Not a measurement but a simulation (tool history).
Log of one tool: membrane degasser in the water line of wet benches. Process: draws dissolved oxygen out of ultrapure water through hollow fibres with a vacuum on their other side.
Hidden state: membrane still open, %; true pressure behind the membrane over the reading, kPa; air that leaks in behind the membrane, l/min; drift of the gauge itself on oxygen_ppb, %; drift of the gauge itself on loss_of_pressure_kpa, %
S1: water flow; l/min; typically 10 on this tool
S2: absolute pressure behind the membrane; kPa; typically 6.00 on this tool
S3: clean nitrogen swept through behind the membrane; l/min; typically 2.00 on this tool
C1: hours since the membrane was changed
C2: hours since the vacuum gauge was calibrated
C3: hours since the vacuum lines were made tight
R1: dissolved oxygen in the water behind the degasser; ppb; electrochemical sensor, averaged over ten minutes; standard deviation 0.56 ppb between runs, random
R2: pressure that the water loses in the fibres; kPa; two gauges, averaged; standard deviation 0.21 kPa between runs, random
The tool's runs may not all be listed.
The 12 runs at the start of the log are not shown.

run     day  S1     S2    S3    C1    C2    C3     R1     R2
 13  34.383   8   6.00  2.00  2226  4529  4272   37.4  41.40
 14  36.104   8   6.00  2.00  2268  4571  4313   38.2  41.63
 15  38.971   8   6.00  2.00  2337  4639  4382   38.2  41.63
 16  41.175   8   6.00  0.95  2389  4692  4435   70.0  41.40
     42.350  -- vacuum gauge calibrated
 17  44.742   7   6.00  1.43  2475    57  4520   42.4  36.57
 18  47.183   6   6.00  2.00  2533   116  4578   26.0  31.23
 19  49.004   6  14.69  5.58  2577   160  4622   36.5  31.18
 20  50.654   6  14.69  5.58  2616   199  4662   36.6  31.34
 21  52.633   6  14.69  5.58  2664   247  4709   36.8  31.18
 22  55.362  14   6.00  0.88  2729   312  4775  158.8  72.68
     57.062  -- seals of the vacuum lines changed
     58.408  -- vacuum gauge calibrated, once more
 23  59.029  14   6.00  0.88  2815    15    47  147.0  72.93
 24  62.017  14   6.00  0.88  2887    87   118  145.9  73.06
 25  64.562  10   6.00  2.12  2948   148   179   47.0  52.07
 26  66.796  10   6.00  2.12  3001   201   233   48.3  52.19
 27  68.408  10   6.74  1.71  3040   240   272   67.8  52.36
 28  70.100  15  12.97  1.77  3081   281   312  253.7  78.08
 29  74.042  15  12.97  1.77  3175   375   407  247.0  78.62
 30  76.304  15  10.69  4.65  3230   430   461  116.9  78.61
 31  79.338  15  10.69  4.65  3302   502   534  114.5  78.37
 32  82.942  15  10.69  4.65  3389   589   621  116.5  78.14

Each row is a separate what-if for the run after 32, all from the same tool condition, not one after another. Results?
  A  86.683  10   6.00  1.97  3479  679  710   ?   ?
  B  86.683  10  11.44  2.00  3479  679  710   ?   ?
  C  86.683   6  10.69  4.65  3479  679  710   ?   ?

run     R1     R2
  A   50.2  52.49
  B  115.9  52.27
  C   26.9  31.30
Take away the tool's hidden state, keep each run's random variation, and the runs would have read:
run     R1     R2
  A   46.6  50.86
  B  111.6  50.64
  C   25.8  30.33
